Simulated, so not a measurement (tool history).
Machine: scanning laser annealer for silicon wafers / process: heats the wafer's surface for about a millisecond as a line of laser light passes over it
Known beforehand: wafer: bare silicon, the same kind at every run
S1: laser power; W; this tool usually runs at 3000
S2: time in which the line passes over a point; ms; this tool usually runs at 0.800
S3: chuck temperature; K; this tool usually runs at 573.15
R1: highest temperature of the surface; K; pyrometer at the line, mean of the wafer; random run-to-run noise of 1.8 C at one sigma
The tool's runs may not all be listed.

| run | day | S1 | S2 | S3 | R1 |
|---|---|---|---|---|---|
| 1 | 0.000 | 3000 | 0.800 | 573.15 | 1282.15 |
|  | 0.104 | window over the wafer cleaned |
| 2 | 0.275 | 3000 | 0.800 | 573.15 | 1314.15 |
| 3 | 0.625 | 3000 | 0.926 | 573.15 | 1374.15 |
| 4 | 0.854 | 3000 | 0.926 | 573.15 | 1372.15 |
| 5 | 1.071 | 3000 | 0.800 | 573.15 | 1313.15 |
| 6 | 1.483 | 2740 | 0.800 | 573.15 | 1243.15 |
| 7 | 1.683 | 3000 | 0.800 | 573.15 | 1315.15 |
| 8 | 2.092 | 3000 | 0.693 | 573.15 | 1259.15 |
| 9 | 2.467 | 3000 | 0.693 | 573.15 | 1258.15 |
| 10 | 2.654 | 3000 | 0.693 | 573.15 | 1257.15 |
| 11 | 2.912 | 3000 | 0.901 | 573.15 | 1360.15 |
| 12 | 3.242 | 3000 | 0.901 | 573.15 | 1357.15 |
| 13 | 3.488 | 2980 | 0.911 | 603.15 | 1387.15 |
| 14 | 3.833 | 2925 | 0.616 | 596.15 | 1225.15 |
| 15 | 4.004 | 2614 | 0.627 | 573.15 | 1135.15 |
| 16 | 4.283 | 3048 | 0.861 | 585.15 | 1366.15 |
| 17 | 4.596 | 3259 | 0.662 | 573.15 | 1302.15 |
| 18 | 4.938 | 3000 | 0.800 | 567.15 | 1301.15 |

The next listed run, before its measurement:
| 19 | 5.346 | 3000 | 0.800 | 567.15 | ? |

R1: 1300.15 K
With the hidden condition absent and the run-to-run variation left alone, this run would have shown R1 1312.15 K.
